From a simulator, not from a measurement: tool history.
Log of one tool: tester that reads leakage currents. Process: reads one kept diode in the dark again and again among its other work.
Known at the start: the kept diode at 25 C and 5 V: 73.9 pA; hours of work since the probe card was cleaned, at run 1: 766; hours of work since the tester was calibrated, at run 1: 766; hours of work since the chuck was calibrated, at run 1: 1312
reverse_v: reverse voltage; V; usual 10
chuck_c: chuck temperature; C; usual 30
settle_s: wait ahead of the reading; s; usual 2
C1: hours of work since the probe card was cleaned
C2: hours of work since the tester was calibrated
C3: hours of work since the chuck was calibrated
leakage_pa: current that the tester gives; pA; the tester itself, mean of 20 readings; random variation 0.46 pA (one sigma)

Run 1, day 0.000: usual settings; C1 766; C2 766; C3 1312. Result: leakage_pa 151.80 pA.
Run 2, day 1.100: usual settings; C1 786; C2 786; C3 1332. Result: leakage_pa 151.13 pA.
Run 3, day 1.850: usual settings; C1 799; C2 799; C3 1345. Result: leakage_pa 151.55 pA.
At day 2.517: chuck's temperature calibrated.
Run 4, day 2.746: usual settings; C1 814; C2 814; C3 4. Result: leakage_pa 152.14 pA.
Run 5, day 3.342: usual settings; C1 824; C2 824; C3 15. Result: leakage_pa 150.75 pA.
Run 6, day 4.458: usual settings; C1 844; C2 844; C3 34. Result: leakage_pa 151.90 pA.
Run 7, day 5.100: usual settings; C1 856; C2 856; C3 46. Result: leakage_pa 152.55 pA.
Run 8, day 6.112: usual settings; C1 873; C2 873; C3 64. Result: leakage_pa 150.94 pA.

Run 9 comes next. What will it give?
Run 9, day 6.700: usual settings; C1 884; C2 884; C3 74. Result: leakage_pa ?.

Run 9 gave leakage_pa 151.27 pA.
Without the tool's hidden state the same run would have given leakage_pa 151.19 pA.
